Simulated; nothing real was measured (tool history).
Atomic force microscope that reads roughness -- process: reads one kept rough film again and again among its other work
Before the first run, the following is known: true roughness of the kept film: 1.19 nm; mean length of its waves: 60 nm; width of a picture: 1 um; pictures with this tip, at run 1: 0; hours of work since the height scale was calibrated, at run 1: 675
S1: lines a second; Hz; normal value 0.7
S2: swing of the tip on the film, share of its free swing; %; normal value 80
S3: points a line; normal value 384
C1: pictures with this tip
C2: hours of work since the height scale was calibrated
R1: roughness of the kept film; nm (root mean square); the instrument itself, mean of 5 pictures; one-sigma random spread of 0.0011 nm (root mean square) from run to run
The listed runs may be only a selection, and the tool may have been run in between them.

| run | hour | S1 | S2 | S3 | C1 | C2 | R1 |
|---|---|---|---|---|---|---|---|
| 1 | 0 | 0.7 | 80 | 384 | 0 | 675 | 1.103 |
| 2 | 40.4 | 0.7 | 80 | 273 | 45 | 693 | 1.092 |
|  | 87.2 | new tip fitted |
| 3 | 113 | 0.7 | 80 | 273 | 29 | 727 | 1.093 |
|  | 173.4 | new tip fitted |
| 4 | 188.6 | 0.7 | 66 | 273 | 17 | 761 | 1.141 |
| 5 | 238.4 | 0.7 | 80 | 384 | 73 | 784 | 1.089 |
|  | 258.3 | new tip fitted |
| 6 | 313.1 | 0.7 | 80 | 384 | 61 | 818 | 1.092 |
|  | 346.3 | new tip fitted |
| 7 | 354.4 | 0.7 | 80 | 384 | 9 | 837 | 1.101 |
| 8 | 413 | 0.7 | 80 | 384 | 74 | 864 | 1.09 |
|  | 435.8 | new tip fitted |
| 9 | 449 | 0.7 | 63 | 384 | 15 | 881 | 1.152 |
| 10 | 518.1 | 0.7 | 63 | 384 | 92 | 913 | 1.138 |
|  | 523.5 | new tip fitted |
| 11 | 587.5 | 0.7 | 84 | 384 | 71 | 944 | 1.077 |
|  | 610.3 | new tip fitted |
| 12 | 647.9 | 0.7 | 84 | 384 | 42 | 972 | 1.082 |
|  | 695.5 | new tip fitted |
| 13 | 715.7 | 0.7 | 84 | 384 | 22 | 1003 | 1.085 |
|  | 781 | new tip fitted |
| 14 | 781 | 1.214 | 66 | 931 | 0 | 1033 | 1.125 |
| 15 | 842.3 | 0.7 | 56 | 548 | 68 | 1061 | 1.158 |
|  | 866 | new tip fitted |
| 16 | 884.5 | 1.015 | 64 | 384 | 21 | 1081 | 1.135 |
| 17 | 936.1 | 1.015 | 82 | 273 | 78 | 1104 | 1.044 |
|  | 955.9 | new tip fitted |
| 18 | 988.1 | 1.015 | 82 | 273 | 36 | 1128 | 1.055 |
| 19 | 1034.3 | 0.7 | 80 | 974 | 87 | 1149 | 1.093 |
|  | 1044.4 | new tip fitted |
| 20 | 1093.4 | 0.7 | 66 | 384 | 55 | 1177 | 1.144 |
|  | 1130.2 | new tip fitted |
| 21 | 1130.8 | 3.835 | 80 | 384 | 1 | 1194 | 0.84 |
| 22 | 1183.1 | 0.7 | 80 | 289 | 59 | 1218 | 1.096 |

Consider 4 possible next runs. They are alternatives, not a sequence: every one starts from the tool as it was left by run 22. What does each give?
|  | 1216.8 | new tip fitted |
| A | 1216.8 | 0.7 | 80 | 525 | 0 | 1233 | ? |
|  | 1216.8 | new tip fitted |
| B | 1216.8 | 0.7 | 82 | 384 | 0 | 1233 | ? |
|  | 1216.8 | new tip fitted |
| C | 1216.8 | 0.904 | 75 | 653 | 0 | 1233 | ? |
|  | 1216.8 | new tip fitted |
| D | 1216.8 | 0.7 | 58 | 578 | 0 | 1233 | ? |

| run | R1 |
|---|---|
| A | 1.11 |
| B | 1.1 |
| C | 1.108 |
| D | 1.171 |
Stripped of hidden state, with their random variation kept, the same runs would have yielded:
| run | R1 |
|---|---|
| A | 1.097 |
| B | 1.087 |
| C | 1.096 |
| D | 1.157 |

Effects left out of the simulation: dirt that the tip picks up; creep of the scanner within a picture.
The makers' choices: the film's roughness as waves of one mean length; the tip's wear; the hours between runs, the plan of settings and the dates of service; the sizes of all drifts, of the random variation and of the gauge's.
